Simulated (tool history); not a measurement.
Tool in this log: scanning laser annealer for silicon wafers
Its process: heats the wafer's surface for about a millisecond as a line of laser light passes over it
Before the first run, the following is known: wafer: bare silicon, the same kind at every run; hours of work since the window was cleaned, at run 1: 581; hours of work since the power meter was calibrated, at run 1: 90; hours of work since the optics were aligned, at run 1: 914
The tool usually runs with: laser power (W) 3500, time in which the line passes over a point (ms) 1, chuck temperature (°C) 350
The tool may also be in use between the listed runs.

| run | hour | laser power (W) | time in which the line passes over a point (ms) | chuck temperature (°C) | hours of work since the window was cleaned | hours of work since the power meter was calibrated | hours of work since the optics were aligned | highest temperature of the surface (°C) |
|---|---|---|---|---|---|---|---|---|
| 1 | 0 | 3500 | 1 | 350 | 581 | 90 | 914 | 1067 |
| 2 | 8.3 | 3500 | 1 | 350 | 584 | 94 | 918 | 1067 |
| 3 | 21.1 | 3500 | 1 | 350 | 590 | 100 | 923 | 1066 |
| 4 | 30.3 | 3500 | 1 | 319 | 594 | 104 | 928 | 1032 |
| 5 | 42.1 | 3761 | 1 | 319 | 600 | 109 | 933 | 1087 |
| 6 | 48 | 3500 | 1 | 350 | 602 | 112 | 936 | 1063 |
| 7 | 56.7 | 3500 | 1 | 350 | 606 | 116 | 939 | 1066 |
| 8 | 68.4 | 3500 | 1 | 350 | 611 | 121 | 945 | 1065 |
| 9 | 81.1 | 3500 | 1 | 350 | 617 | 127 | 950 | 1067 |
| 10 | 90.9 | 3500 | 1 | 343 | 621 | 131 | 955 | 1059 |
| 11 | 97.2 | 3500 | 1 | 365 | 624 | 134 | 958 | 1077 |
| 12 | 106.7 | 3500 | 1 | 365 | 629 | 138 | 962 | 1077 |
| 13 | 113.3 | 3500 | 1 | 365 | 632 | 141 | 965 | 1077 |
| 14 | 118.9 | 3500 | 1 | 365 | 634 | 144 | 967 | 1079 |
| 15 | 129.1 | 3500 | 1 | 365 | 639 | 148 | 972 | 1081 |
|  | 133.3 | laser's power meter calibrated |
| 16 | 144.4 | 3500 | 1 | 350 | 644 | 5 | 978 | 1062 |
| 17 | 152.6 | 3500 | 1 | 350 | 648 | 9 | 981 | 1066 |
| 18 | 165.5 | 3500 | 1 | 350 | 654 | 14 | 987 | 1063 |
| 19 | 176.1 | 3500 | 1 | 350 | 659 | 19 | 992 | 1062 |
| 20 | 186.7 | 3500 | 1 | 350 | 663 | 24 | 997 | 1059 |
| 21 | 199.8 | 3500 | 1 | 350 | 669 | 30 | 1003 | 1062 |
| 22 | 209.7 | 3660 | 0.89 | 362 | 674 | 34 | 1007 | 1062 |
|  | 217.1 | laser's power meter calibrated, once more |
| 23 | 221.2 | 3660 | 0.89 | 362 | 677 | 2 | 1011 | 1063 |
| 24 | 230.7 | 3342 | 0.83 | 350 | 682 | 6 | 1015 | 968 |
| 25 | 243 | 3749 | 1 | 350 | 687 | 12 | 1021 | 1116 |
| 26 | 251.6 | 3248 | 1 | 344 | 691 | 16 | 1024 | 1005 |
| 27 | 264.2 | 3248 | 1.24 | 344 | 697 | 21 | 1030 | 1089 |
| 28 | 276.3 | 3392 | 1.08 | 312 | 702 | 27 | 1036 | 1033 |
| 29 | 289.6 | 3325 | 1.14 | 367 | 708 | 33 | 1042 | 1093 |
| 30 | 301.6 | 3500 | 1 | 320 | 714 | 38 | 1047 | 1032 |
| 31 | 308.4 | 3500 | 1 | 320 | 717 | 41 | 1050 | 1033 |
| 32 | 314.8 | 3500 | 1 | 320 | 720 | 44 | 1053 | 1036 |
| 33 | 322.2 | 3015 | 0.87 | 376 | 723 | 47 | 1056 | 946 |
| 34 | 334.8 | 3500 | 0.73 | 350 | 729 | 53 | 1062 | 951 |
| 35 | 348 | 3500 | 0.73 | 350 | 735 | 59 | 1068 | 953 |
| 36 | 357.3 | 3500 | 0.73 | 350 | 739 | 63 | 1072 | 952 |
| 37 | 366.5 | 3134 | 0.73 | 364 | 743 | 67 | 1076 | 904 |
| 38 | 372.4 | 3639 | 0.83 | 365 | 746 | 70 | 1079 | 1037 |
| 39 | 382.5 | 3154 | 1 | 354 | 750 | 74 | 1083 | 994 |
| 40 | 396.1 | 3154 | 1 | 321 | 756 | 81 | 1090 | 959 |
| 41 | 403.9 | 3629 | 1.18 | 317 | 760 | 84 | 1093 | 1124 |

Selected run-to-run steps in highest temperature of the surface (°C), each split into two signed amounts: the part the tool would show with no hidden state at all (from settings, incoming material and random variation), and the remainder, which goes to the hidden state together with any gauge scatter not common to the measured and the hidden-state-free results:
The tool's hidden condition here consists of: light that passes the window, % of a clean one's; laser's true power over the reading, %; width of the line over the set one, %; drift of the gauge itself on peak_c, C.
Run 24 -> 25: laser power (W) 3342 -> 3749, time in which the line passes over a point (ms) 0.83 -> 1. highest temperature of the surface (°C) +148: hidden state -6, all else +154.
Run 32 -> 33: laser power (W) 3500 -> 3015, time in which the line passes over a point (ms) 1 -> 0.87, chuck temperature (°C) 320 -> 376. highest temperature of the surface (°C) -90: hidden state +6, all else -96.
Run 37 -> 38: laser power (W) 3134 -> 3639, time in which the line passes over a point (ms) 0.73 -> 0.83, chuck temperature (°C) 364 -> 365. highest temperature of the surface (°C) +133: hidden state -5, all else +138.
Run 40 -> 41: laser power (W) 3154 -> 3629, time in which the line passes over a point (ms) 1 -> 1.18, chuck temperature (°C) 321 -> 317. highest temperature of the surface (°C) +165: hidden state -6, all else +171.

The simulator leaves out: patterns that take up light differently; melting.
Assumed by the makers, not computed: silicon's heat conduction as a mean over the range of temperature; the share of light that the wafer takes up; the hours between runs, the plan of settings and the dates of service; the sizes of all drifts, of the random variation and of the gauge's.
